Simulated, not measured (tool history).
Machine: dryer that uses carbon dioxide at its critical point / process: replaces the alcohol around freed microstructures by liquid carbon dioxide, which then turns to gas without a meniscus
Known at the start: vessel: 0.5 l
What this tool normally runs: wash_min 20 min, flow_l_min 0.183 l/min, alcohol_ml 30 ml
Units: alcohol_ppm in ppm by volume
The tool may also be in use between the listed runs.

run 1 hour=0.0 | wash_min=20 flow_l_min=0.183 alcohol_ml=30 | alcohol_ppm=536
run 2 hour=49.8 | wash_min=20 flow_l_min=0.183 alcohol_ml=30 | alcohol_ppm=563
run 3 hour=83.2 | wash_min=20 flow_l_min=0.183 alcohol_ml=30 | alcohol_ppm=586
run 4 hour=132.6 | wash_min=20 flow_l_min=0.183 alcohol_ml=30 | alcohol_ppm=641
run 5 hour=157.7 | wash_min=20 flow_l_min=0.208 alcohol_ml=30 | alcohol_ppm=382
run 6 hour=201.5 | wash_min=20 flow_l_min=0.183 alcohol_ml=30 | alcohol_ppm=681
-- hour=224.7 inlet filter changed
run 7 hour=256.4 | wash_min=20 flow_l_min=0.183 alcohol_ml=30 | alcohol_ppm=400
run 8 hour=310.2 | wash_min=20 flow_l_min=0.183 alcohol_ml=30 | alcohol_ppm=432
run 9 hour=359.2 | wash_min=12 flow_l_min=0.183 alcohol_ml=30 | alcohol_ppm=3104
run 10 hour=387.4 | wash_min=25 flow_l_min=0.183 alcohol_ml=30 | alcohol_ppm=164
run 11 hour=420.1 | wash_min=25 flow_l_min=0.183 alcohol_ml=30 | alcohol_ppm=165
run 12 hour=462.8 | wash_min=20 flow_l_min=0.183 alcohol_ml=30 | alcohol_ppm=530
run 13 hour=490.7 | wash_min=14 flow_l_min=0.124 alcohol_ml=29 | alcohol_ppm=6087
run 14 hour=538.0 | wash_min=14 flow_l_min=0.124 alcohol_ml=29 | alcohol_ppm=6147
run 15 hour=573.6 | wash_min=20 flow_l_min=0.183 alcohol_ml=92 | alcohol_ppm=1784
run 16 hour=629.6 | wash_min=20 flow_l_min=0.183 alcohol_ml=92 | alcohol_ppm=1928
-- hour=666.9 inlet filter changed
run 17 hour=676.2 | wash_min=19 flow_l_min=0.146 alcohol_ml=41 | alcohol_ppm=1686
run 18 hour=725.1 | wash_min=19 flow_l_min=0.146 alcohol_ml=41 | alcohol_ppm=1798
run 19 hour=750.2 | wash_min=25 flow_l_min=0.146 alcohol_ml=69 | alcohol_ppm=947
run 20 hour=795.6 | wash_min=14 flow_l_min=0.146 alcohol_ml=44 | alcohol_ppm=5592
run 21 hour=832.8 | wash_min=14 flow_l_min=0.146 alcohol_ml=44 | alcohol_ppm=5767
run 22 hour=871.2 | wash_min=18 flow_l_min=0.183 alcohol_ml=37 | alcohol_ppm=964
run 23 hour=917.5 | wash_min=18 flow_l_min=0.160 alcohol_ml=30 | alcohol_ppm=1445

Results per run with the tool's hidden condition removed, run-to-run variation unchanged:
Hidden conditions of the tool in this case: flow that reaches the vessel past the clogged filter, %; alcohol in the recycled carbon dioxide, ppm; drift of the gauge itself on alcohol_ppm, %.
run=1 alcohol_ppm=358
run=2 alcohol_ppm=349
run=3 alcohol_ppm=347
run=4 alcohol_ppm=356
run=5 alcohol_ppm=187
run=6 alcohol_ppm=339
run=7 alcohol_ppm=352
run=8 alcohol_ppm=355
run=9 alcohol_ppm=2708
run=10 alcohol_ppm=102
run=11 alcohol_ppm=96
run=12 alcohol_ppm=350
run=13 alcohol_ppm=4980
run=14 alcohol_ppm=4868
run=15 alcohol_ppm=1038
run=16 alcohol_ppm=1040
run=17 alcohol_ppm=1629
run=18 alcohol_ppm=1646
run=19 alcohol_ppm=804
run=20 alcohol_ppm=4988
run=21 alcohol_ppm=4989
run=22 alcohol_ppm=713
run=23 alcohol_ppm=1054
